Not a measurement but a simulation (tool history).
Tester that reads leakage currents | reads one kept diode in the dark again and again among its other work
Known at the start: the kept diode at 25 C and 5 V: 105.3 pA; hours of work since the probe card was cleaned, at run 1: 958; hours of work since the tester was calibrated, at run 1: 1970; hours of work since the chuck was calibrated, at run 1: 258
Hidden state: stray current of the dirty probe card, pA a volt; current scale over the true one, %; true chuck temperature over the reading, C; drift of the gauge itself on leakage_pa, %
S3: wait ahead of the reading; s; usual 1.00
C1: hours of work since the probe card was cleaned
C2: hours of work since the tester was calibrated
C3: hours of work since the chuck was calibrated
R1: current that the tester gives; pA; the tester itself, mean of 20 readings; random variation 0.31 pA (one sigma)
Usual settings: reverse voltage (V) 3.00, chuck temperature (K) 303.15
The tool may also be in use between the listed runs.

run 1 hour=0.0 | reverse_voltage_(V)=3.00 chuck_temperature_(K)=303.15 S3=1.00 | C1=958 C2=1970 C3=258 | R1=135.52
run 2 hour=120.6 | reverse_voltage_(V)=3.00 chuck_temperature_(K)=303.15 S3=0.42 | C1=1049 C2=2062 C3=350 | R1=134.86
run 3 hour=177.6 | reverse_voltage_(V)=3.00 chuck_temperature_(K)=303.15 S3=1.00 | C1=1092 C2=2105 C3=393 | R1=134.05
run 4 hour=297.6 | reverse_voltage_(V)=10.11 chuck_temperature_(K)=303.15 S3=1.00 | C1=1184 C2=2196 C3=484 | R1=235.50
run 5 hour=415.4 | reverse_voltage_(V)=10.11 chuck_temperature_(K)=303.15 S3=1.00 | C1=1273 C2=2286 C3=574 | R1=235.11
run 6 hour=524.6 | reverse_voltage_(V)=10.11 chuck_temperature_(K)=303.15 S3=3.18 | C1=1356 C2=2369 C3=656 | R1=232.93
run 7 hour=578.8 | reverse_voltage_(V)=1.44 chuck_temperature_(K)=303.15 S3=3.18 | C1=1397 C2=2410 C3=698 | R1=93.74
run 8 hour=639.9 | reverse_voltage_(V)=1.44 chuck_temperature_(K)=303.15 S3=3.18 | C1=1444 C2=2456 C3=744 | R1=93.42
run 9 hour=714.6 | reverse_voltage_(V)=1.44 chuck_temperature_(K)=303.15 S3=3.18 | C1=1500 C2=2513 C3=801 | R1=92.71
-- hour=746.3 chuck's temperature calibrated
run 10 hour=828.7 | reverse_voltage_(V)=3.00 chuck_temperature_(K)=303.15 S3=1.00 | C1=1586 C2=2598 C3=63 | R1=141.33
run 11 hour=920.3 | reverse_voltage_(V)=3.00 chuck_temperature_(K)=303.15 S3=1.00 | C1=1655 C2=2668 C3=132 | R1=140.57
run 12 hour=983.2 | reverse_voltage_(V)=3.00 chuck_temperature_(K)=303.15 S3=1.00 | C1=1703 C2=2716 C3=180 | R1=140.03
run 13 hour=1112.5 | reverse_voltage_(V)=3.00 chuck_temperature_(K)=303.15 S3=4.11 | C1=1801 C2=2814 C3=278 | R1=138.78
run 14 hour=1230.2 | reverse_voltage_(V)=3.00 chuck_temperature_(K)=324.15 S3=4.11 | C1=1891 C2=2903 C3=368 | R1=776.55
run 15 hour=1349.3 | reverse_voltage_(V)=3.00 chuck_temperature_(K)=297.15 S3=1.00 | C1=1981 C2=2994 C3=458 | R1=82.02
run 16 hour=1428.7 | reverse_voltage_(V)=3.00 chuck_temperature_(K)=303.15 S3=4.54 | C1=2041 C2=3054 C3=518 | R1=137.16
-- hour=1503.0 probe card cleaned and baked
run 17 hour=1559.6 | reverse_voltage_(V)=3.00 chuck_temperature_(K)=318.15 S3=2.68 | C1=43 C2=3151 C3=615 | R1=464.62
run 18 hour=1666.6 | reverse_voltage_(V)=2.21 chuck_temperature_(K)=319.15 S3=2.68 | C1=124 C2=3232 C3=697 | R1=438.98
-- hour=1688.4 tester calibrated
run 19 hour=1760.4 | reverse_voltage_(V)=16.13 chuck_temperature_(K)=297.15 S3=8.76 | C1=194 C2=55 C3=766 | R1=154.48
run 20 hour=1821.2 | reverse_voltage_(V)=16.13 chuck_temperature_(K)=297.15 S3=8.76 | C1=240 C2=101 C3=813 | R1=155.18
-- hour=1836.9 chuck's temperature calibrated
run 21 hour=1951.4 | reverse_voltage_(V)=3.00 chuck_temperature_(K)=303.15 S3=2.01 | C1=338 C2=198 C3=87 | R1=132.96
run 22 hour=2077.6 | reverse_voltage_(V)=11.01 chuck_temperature_(K)=303.15 S3=0.39 | C1=433 C2=294 C3=183 | R1=240.06
run 23 hour=2178.0 | reverse_voltage_(V)=11.01 chuck_temperature_(K)=303.15 S3=0.39 | C1=510 C2=370 C3=259 | R1=240.74
run 24 hour=2285.5 | reverse_voltage_(V)=11.01 chuck_temperature_(K)=322.15 S3=0.33 | C1=591 C2=452 C3=341 | R1=1155.54
run 25 hour=2362.2 | reverse_voltage_(V)=11.01 chuck_temperature_(K)=322.15 S3=0.33 | C1=650 C2=510 C3=399 | R1=1153.75
run 26 hour=2485.9 | reverse_voltage_(V)=3.67 chuck_temperature_(K)=332.15 S3=1.32 | C1=744 C2=604 C3=493 | R1=1518.22
run 27 hour=2615.4 | reverse_voltage_(V)=3.67 chuck_temperature_(K)=332.15 S3=1.32 | C1=842 C2=703 C3=591 | R1=1504.12

The same runs without the tool's hidden state, with the same run-to-run variation:
run=1 R1=133.50
run=2 R1=133.77
run=3 R1=133.39
run=4 R1=228.42
run=5 R1=228.94
run=6 R1=227.58
run=7 R1=96.53
run=8 R1=96.55
run=9 R1=96.22
run=10 R1=133.59
run=11 R1=133.47
run=12 R1=133.40
run=13 R1=133.21
run=14 R1=780.80
run=15 R1=76.78
run=16 R1=133.75
run=17 R1=482.13
run=18 R1=458.74
run=19 R1=160.90
run=20 R1=161.25
run=21 R1=133.20
run=22 R1=238.96
run=23 R1=240.44
run=24 R1=1185.73
run=25 R1=1189.43
run=26 R1=1583.10
run=27 R1=1582.01
